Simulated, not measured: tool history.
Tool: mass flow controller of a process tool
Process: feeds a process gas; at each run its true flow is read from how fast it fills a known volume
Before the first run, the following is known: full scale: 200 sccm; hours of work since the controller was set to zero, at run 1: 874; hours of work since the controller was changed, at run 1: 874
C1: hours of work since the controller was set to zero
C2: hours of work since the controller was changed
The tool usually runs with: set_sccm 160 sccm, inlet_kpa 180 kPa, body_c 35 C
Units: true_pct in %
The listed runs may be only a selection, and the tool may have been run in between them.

{"run": 1, "hour": 0.0, "set_sccm": 160, "inlet_kpa": 180, "body_c": 35, "C1": 874, "C2": 874, "true_pct": 98.02}
{"run": 2, "hour": 84.4, "set_sccm": 160, "inlet_kpa": 180, "body_c": 36, "C1": 917, "C2": 917, "true_pct": 97.96}
{"run": 3, "hour": 194.7, "set_sccm": 160, "inlet_kpa": 180, "body_c": 35, "C1": 974, "C2": 974, "true_pct": 97.95}
{"run": 4, "hour": 246.4, "set_sccm": 160, "inlet_kpa": 180, "body_c": 35, "C1": 1000, "C2": 1000, "true_pct": 97.93}
{"run": 5, "hour": 346.2, "set_sccm": 160, "inlet_kpa": 180, "body_c": 35, "C1": 1052, "C2": 1052, "true_pct": 97.94}
{"run": 6, "hour": 451.5, "set_sccm": 160, "inlet_kpa": 180, "body_c": 35, "C1": 1106, "C2": 1106, "true_pct": 97.84}
{"run": 7, "hour": 554.9, "set_sccm": 160, "inlet_kpa": 180, "body_c": 35, "C1": 1159, "C2": 1159, "true_pct": 97.82}
{"run": 8, "hour": 663.6, "set_sccm": 160, "inlet_kpa": 180, "body_c": 35, "C1": 1215, "C2": 1215, "true_pct": 97.83}
{"run": 9, "hour": 780.3, "set_sccm": 149, "inlet_kpa": 180, "body_c": 38, "C1": 1275, "C2": 1275, "true_pct": 97.38}
{"run": 10, "hour": 887.8, "set_sccm": 35, "inlet_kpa": 217, "body_c": 35, "C1": 1331, "C2": 1331, "true_pct": 94.16}
{"run": 11, "hour": 962.3, "set_sccm": 128, "inlet_kpa": 165, "body_c": 26, "C1": 1369, "C2": 1369, "true_pct": 97.52}
{"run": 12, "hour": 1026.8, "set_sccm": 36, "inlet_kpa": 219, "body_c": 26, "C1": 1402, "C2": 1402, "true_pct": 94.51}
{"run": 13, "hour": 1128.3, "set_sccm": 52, "inlet_kpa": 253, "body_c": 40, "C1": 1454, "C2": 1454, "true_pct": 94.94}
{"run": 14, "hour": 1217.7, "set_sccm": 52, "inlet_kpa": 253, "body_c": 40, "C1": 1500, "C2": 1500, "true_pct": 94.93}
{"run": 15, "hour": 1264.7, "set_sccm": 52, "inlet_kpa": 253, "body_c": 40, "C1": 1524, "C2": 1524, "true_pct": 94.89}

Here are 4 independent what-if runs from the current tool condition. What would each one return?
{"run": "A", "hour": 1338.5, "set_sccm": 164, "inlet_kpa": 280, "body_c": 40, "C1": 1562, "C2": 1562, "true_pct": "?"}
{"run": "B", "hour": 1338.5, "set_sccm": 116, "inlet_kpa": 180, "body_c": 34, "C1": 1562, "C2": 1562, "true_pct": "?"}
{"run": "C", "hour": 1338.5, "set_sccm": 35, "inlet_kpa": 180, "body_c": 32, "C1": 1562, "C2": 1562, "true_pct": "?"}
{"run": "D", "hour": 1338.5, "set_sccm": 57, "inlet_kpa": 188, "body_c": 40, "C1": 1562, "C2": 1562, "true_pct": "?"}

run=A true_pct=98.08
run=B true_pct=96.78
run=C true_pct=93.74
run=D true_pct=94.61
Take away the tool's hidden state, keep each run's random variation, and the runs would have read:
run=A true_pct=99.12
run=B true_pct=98.07
run=C true_pct=96.93
run=D true_pct=96.75
